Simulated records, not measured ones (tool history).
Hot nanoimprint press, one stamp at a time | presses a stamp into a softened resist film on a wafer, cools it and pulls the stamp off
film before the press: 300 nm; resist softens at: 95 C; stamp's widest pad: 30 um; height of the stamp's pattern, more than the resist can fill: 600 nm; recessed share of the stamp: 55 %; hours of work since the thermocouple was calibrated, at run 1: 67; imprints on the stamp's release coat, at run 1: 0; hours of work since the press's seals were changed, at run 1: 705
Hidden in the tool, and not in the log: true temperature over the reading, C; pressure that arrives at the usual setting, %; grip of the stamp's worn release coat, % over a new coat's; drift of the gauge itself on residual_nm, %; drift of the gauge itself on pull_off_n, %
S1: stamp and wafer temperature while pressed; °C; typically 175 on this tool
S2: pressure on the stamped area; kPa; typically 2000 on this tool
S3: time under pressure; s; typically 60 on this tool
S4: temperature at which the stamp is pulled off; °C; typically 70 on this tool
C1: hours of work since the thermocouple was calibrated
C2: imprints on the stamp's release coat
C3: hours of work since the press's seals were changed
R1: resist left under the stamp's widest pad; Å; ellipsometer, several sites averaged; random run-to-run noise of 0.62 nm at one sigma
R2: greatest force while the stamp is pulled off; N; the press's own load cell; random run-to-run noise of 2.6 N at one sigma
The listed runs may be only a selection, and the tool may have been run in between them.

| run | hour | S1 | S2 | S3 | S4 | C1 | C2 | C3 | R1 | R2 |
|---|---|---|---|---|---|---|---|---|---|---|
| 1 | 0.0 | 175 | 2000 | 60 | 70 | 67 | 0 | 705 | 1615 | 121 |
| 2 | 31.9 | 175 | 2000 | 60 | 70 | 91 | 142 | 730 | 1610 | 121 |
| 3 | 58.1 | 175 | 2000 | 60 | 70 | 111 | 258 | 749 | 1605 | 120 |
| 4 | 92.8 | 175 | 2000 | 60 | 70 | 138 | 413 | 776 | 1612 | 121 |
| 5 | 118.1 | 175 | 2000 | 60 | 64 | 157 | 526 | 795 | 1606 | 141 |
| 6 | 138.8 | 175 | 2000 | 60 | 70 | 173 | 618 | 811 | 1611 | 122 |
| 7 | 173.0 | 175 | 2000 | 60 | 70 | 199 | 770 | 837 | 1602 | 118 |
| 8 | 192.5 | 172 | 2000 | 60 | 70 | 214 | 857 | 852 | 1815 | 123 |
| 9 | 223.3 | 172 | 2000 | 60 | 70 | 237 | 994 | 875 | 1803 | 125 |
| 10 | 243.7 | 172 | 2000 | 60 | 70 | 253 | 1085 | 891 | 1794 | 127 |
| 11 | 262.9 | 172 | 2000 | 60 | 70 | 267 | 1171 | 906 | 1800 | 124 |
|  | 271.0 | stamp cleaned and given a new release coat |
| 12 | 296.9 | 172 | 2000 | 60 | 70 | 289 | 115 | 927 | 1793 | 124 |
| 13 | 322.7 | 175 | 2000 | 73 | 62 | 308 | 230 | 946 | 1498 | 144 |
| 14 | 340.3 | 175 | 3030 | 73 | 67 | 322 | 309 | 960 | 1265 | 129 |
| 15 | 371.8 | 175 | 3030 | 73 | 67 | 346 | 449 | 984 | 1272 | 129 |
| 16 | 393.9 | 166 | 2000 | 60 | 70 | 363 | 547 | 1001 | 2177 | 124 |
| 17 | 412.2 | 177 | 1460 | 32 | 70 | 377 | 629 | 1015 | 2035 | 130 |
| 18 | 449.3 | 175 | 2300 | 60 | 77 | 405 | 794 | 1043 | 1526 | 101 |
| 19 | 471.8 | 175 | 2300 | 60 | 77 | 422 | 894 | 1060 | 1523 | 104 |
| 20 | 502.6 | 175 | 2300 | 60 | 77 | 445 | 1031 | 1083 | 1526 | 106 |
| 21 | 534.1 | 173 | 2300 | 75 | 77 | 469 | 1172 | 1107 | 1523 | 101 |
|  | 542.8 | stamp cleaned and given a new release coat |
|  | 561.1 | plate thermocouple calibrated |
| 22 | 566.4 | 175 | 1280 | 60 | 70 | 4 | 92 | 1125 | 1862 | 125 |
| 23 | 593.9 | 175 | 3080 | 33 | 72 | 25 | 214 | 1146 | 1701 | 118 |
| 24 | 625.1 | 175 | 3080 | 33 | 72 | 49 | 353 | 1170 | 1697 | 118 |

Predict each of these 4 candidate next runs independently; none follows another, all start after run 24:
| A | 664.2 | 185 | 2000 | 60 | 70 | 79 | 527 | 1200 | ? | ? |
| B | 664.2 | 175 | 2840 | 51 | 65 | 79 | 527 | 1200 | ? | ? |
| C | 664.2 | 175 | 3080 | 33 | 63 | 79 | 527 | 1200 | ? | ? |
| D | 664.2 | 175 | 2000 | 47 | 62 | 79 | 527 | 1200 | ? | ? |

| run | R1 | R2 |
|---|---|---|
| A | 1078 | 126 |
| B | 1492 | 144 |
| C | 1703 | 146 |
| D | 1736 | 151 |
With no hidden state in the tool, these same runs would have given:
| run | R1 | R2 |
|---|---|---|
| A | 1077 | 125 |
| B | 1491 | 143 |
| C | 1700 | 145 |
| D | 1735 | 150 |
